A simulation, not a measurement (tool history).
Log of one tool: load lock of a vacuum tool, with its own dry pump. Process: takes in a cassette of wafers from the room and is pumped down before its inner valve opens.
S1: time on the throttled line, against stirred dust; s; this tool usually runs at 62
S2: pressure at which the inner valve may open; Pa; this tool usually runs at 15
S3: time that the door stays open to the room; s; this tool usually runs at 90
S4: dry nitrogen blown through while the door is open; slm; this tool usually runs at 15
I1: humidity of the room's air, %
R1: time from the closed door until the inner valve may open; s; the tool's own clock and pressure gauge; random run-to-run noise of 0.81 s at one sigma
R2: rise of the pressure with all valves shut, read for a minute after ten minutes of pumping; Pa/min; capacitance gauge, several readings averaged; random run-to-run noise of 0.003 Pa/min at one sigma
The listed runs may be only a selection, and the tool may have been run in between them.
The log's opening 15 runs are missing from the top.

Run 16, hour 2129.2: usual settings but S1 60 s; I1 46.7. Result: R1 131.2 s, R2 0.088 Pa/min.
Run 17, hour 2260.3: usual settings but S1 60 s; I1 48.5. Result: R1 131.8 s, R2 0.09 Pa/min.
Run 18, hour 2446.4: usual settings but S1 60 s, S4 11 slm; I1 43.3. Result: R1 131.1 s, R2 0.091 Pa/min.
Run 19, hour 2597.2: usual settings but S1 116 s, S2 13 Pa, S3 115 s, S4 32 slm; I1 45.1. Result: R1 171.9 s, R2 0.078 Pa/min.
Run 20, hour 2689.5: usual settings but S1 54 s, S2 13 Pa; I1 47.9. Result: R1 129.5 s, R2 0.093 Pa/min.
Run 21, hour 2864.2: usual settings but S1 54 s, S2 13 Pa, S4 4 slm; I1 45.9. Result: R1 128.5 s, R2 0.106 Pa/min.
Run 22, hour 2959.1: usual settings but S1 54 s, S2 13 Pa, S4 4 slm; I1 45.5. Result: R1 128.3 s, R2 0.114 Pa/min.
Run 23, hour 3140.3: usual settings but S1 31 s, S2 13 Pa, S4 4 slm; I1 49.4. Result: R1 113.6 s, R2 0.117 Pa/min.
Run 24, hour 3329.3: usual settings but S1 100 s, S2 10 Pa, S3 64 s, S4 9 slm; I1 44.1. Result: R1 164.8 s, R2 0.101 Pa/min.
Run 25, hour 3440: usual settings but S1 100 s, S2 10 Pa, S3 64 s, S4 9 slm; I1 45.1. Result: R1 161.5 s, R2 0.104 Pa/min.
Run 26, hour 3567: usual settings but S1 58 s, S2 13 Pa, S3 31 s, S4 22 slm; I1 43.8. Result: R1 130.2 s, R2 0.091 Pa/min.
Run 27, hour 3703.4: usual settings but S1 50 s; I1 47.2. Result: R1 126.1 s, R2 0.111 Pa/min.
Run 28, hour 3908.7: usual settings but S1 50 s, S2 22 Pa; I1 46.2. Result: R1 121 s, R2 0.112 Pa/min.
Run 29, hour 4013: usual settings but S1 75 s; I1 44.1. Result: R1 143.4 s, R2 0.108 Pa/min.
Run 30, hour 4152.8: usual settings but S1 56 s, S2 12 Pa; I1 44.4. Result: R1 133.7 s, R2 0.115 Pa/min.
Run 31, hour 4356.4: usual settings but S1 56 s, S2 12 Pa; I1 50. Result: R1 133.3 s, R2 0.122 Pa/min.
Run 32, hour 4481.3: usual settings but S2 20 Pa; I1 44.6. Result: R1 130 s, R2 0.119 Pa/min.
Run 33, hour 4661.6: usual settings but S2 20 Pa; I1 44.5. Result: R1 131.1 s, R2 0.123 Pa/min.
Run 34, hour 4748.1: usual settings but S1 31 s, S2 24 Pa, S3 68 s, S4 22 slm; I1 45.3. Result: R1 108 s, R2 0.121 Pa/min.
Run 35, hour 4876.3: usual settings but S1 31 s, S2 24 Pa, S3 68 s, S4 22 slm; I1 44.7. Result: R1 109.7 s, R2 0.12 Pa/min.
At hour 4897.6: dry pump taken out, an overhauled one fitted.
Run 36, hour 5014.5: usual settings but S1 31 s, S2 24 Pa, S3 68 s, S4 18 slm; I1 45.1. Result: R1 98.3 s, R2 0.122 Pa/min.

3 ways to go on from here, each from the tool as it stands after run 36. What would each give?
Run A, hour 5173.2: usual settings but S2 29 Pa, S3 111 s; I1 44.1. Result: R1 ?, R2 ?.
Run B, hour 5173.2: usual settings but S1 34 s, S2 23 Pa, S3 68 s, S4 18 slm; I1 44.8. Result: R1 ?, R2 ?.
Run C, hour 5173.2: usual settings but S1 31 s, S2 20 Pa, S3 55 s, S4 18 slm; I1 43.1. Result: R1 ?, R2 ?.

run     R1     R2
  A  120.4  0.135
  B  101.1  0.125
  C   99.4   0.12
Had the tool no hidden state, the same runs would have come out as:
run     R1     R2
  A    121  0.043
  B  102.1  0.032
  C  100.5  0.026

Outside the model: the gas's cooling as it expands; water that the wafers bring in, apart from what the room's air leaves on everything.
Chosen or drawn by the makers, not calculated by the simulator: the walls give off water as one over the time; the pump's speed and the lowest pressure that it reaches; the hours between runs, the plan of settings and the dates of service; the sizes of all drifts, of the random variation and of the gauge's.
